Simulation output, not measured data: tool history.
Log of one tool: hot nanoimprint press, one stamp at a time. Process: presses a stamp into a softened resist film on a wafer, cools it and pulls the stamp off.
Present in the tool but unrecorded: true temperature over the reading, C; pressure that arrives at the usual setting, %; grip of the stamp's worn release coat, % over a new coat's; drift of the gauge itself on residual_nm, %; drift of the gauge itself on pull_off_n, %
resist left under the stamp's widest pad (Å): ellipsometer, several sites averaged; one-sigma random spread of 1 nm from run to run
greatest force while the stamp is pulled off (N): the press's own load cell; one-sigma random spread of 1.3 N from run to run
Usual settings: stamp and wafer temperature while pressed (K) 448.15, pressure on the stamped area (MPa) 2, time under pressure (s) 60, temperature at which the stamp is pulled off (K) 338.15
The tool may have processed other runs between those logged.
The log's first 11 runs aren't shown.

| run | hour | stamp and wafer temperature while pressed (K) | pressure on the stamped area (MPa) | time under pressure (s) | temperature at which the stamp is pulled off (K) | hours of work since the thermocouple was calibrated | imprints on the stamp's release coat | hours of work since the press's seals were changed | resist left under the stamp's widest pad (Å) | greatest force while the stamp is pulled off (N) |
|---|---|---|---|---|---|---|---|---|---|---|
| 12 | 121.7 | 448.15 | 2 | 60 | 338.15 | 201 | 176 | 215 | 1482 | 97 |
| 13 | 129.3 | 448.15 | 2 | 60 | 338.15 | 206 | 195 | 221 | 1499 | 96 |
| 14 | 136.1 | 448.15 | 2 | 60 | 338.15 | 211 | 213 | 225 | 1485 | 95 |
| 15 | 142.7 | 448.15 | 2 | 60 | 327.15 | 216 | 230 | 230 | 1487 | 125 |
| 16 | 155.1 | 448.15 | 2 | 60 | 327.15 | 225 | 262 | 239 | 1484 | 124 |
| 17 | 166.1 | 443.15 | 2 | 60 | 327.15 | 232 | 290 | 247 | 1653 | 124 |
| 18 | 173.2 | 443.15 | 2 | 60 | 327.15 | 237 | 309 | 252 | 1685 | 126 |
| 19 | 183.9 | 455.15 | 1.77 | 89 | 340.15 | 245 | 336 | 259 | 1152 | 92 |
| 20 | 193.7 | 455.15 | 1.77 | 89 | 340.15 | 252 | 361 | 266 | 1148 | 89 |
| 21 | 200.2 | 448.15 | 3.01 | 60 | 338.15 | 257 | 378 | 271 | 1211 | 96 |
| 22 | 207 | 448.15 | 3.01 | 60 | 338.15 | 261 | 396 | 276 | 1225 | 94 |
| 23 | 216.5 | 439.15 | 3.01 | 60 | 327.15 | 268 | 421 | 283 | 1562 | 126 |
| 24 | 227.5 | 439.15 | 3.01 | 60 | 327.15 | 276 | 449 | 290 | 1580 | 124 |
| 25 | 240.9 | 458.15 | 2 | 37 | 338.15 | 286 | 483 | 300 | 1345 | 96 |
| 26 | 256.8 | 458.15 | 2 | 37 | 338.15 | 297 | 524 | 311 | 1352 | 97 |
| 27 | 271.5 | 442.15 | 2 | 37 | 338.15 | 307 | 562 | 322 | 1894 | 96 |
| 28 | 287.2 | 442.15 | 1.7 | 33 | 338.15 | 318 | 603 | 333 | 2024 | 97 |
|  | 294.7 | stamp cleaned and given a new release coat |
| 29 | 300.5 | 442.15 | 1.7 | 33 | 338.15 | 324 | 15 | 338 | 2027 | 94 |
| 30 | 314 | 442.15 | 1.7 | 33 | 338.15 | 333 | 50 | 348 | 2027 | 95 |
| 31 | 328.4 | 444.15 | 1.47 | 31 | 331.15 | 343 | 87 | 358 | 2075 | 114 |

3 ways to go on from here, each from the tool as it stands after run 31. What would each give?
| A | 334.9 | 448.15 | 1.64 | 31 | 331.15 | 348 | 104 | 362 | ? | ? |
| B | 334.9 | 448.15 | 2 | 65 | 338.15 | 348 | 104 | 362 | ? | ? |
| C | 334.9 | 448.15 | 3.09 | 38 | 338.15 | 348 | 104 | 362 | ? | ? |

| run | resist left under the stamp's widest pad (Å) | greatest force while the stamp is pulled off (N) |
|---|---|---|
| A | 1878 | 113 |
| B | 1442 | 94 |
| C | 1379 | 94 |
Without the tool's hidden state the same runs would have given:
| run | resist left under the stamp's widest pad (Å) | greatest force while the stamp is pulled off (N) |
|---|---|---|
| A | 1881 | 114 |
| B | 1446 | 94 |
| C | 1382 | 94 |
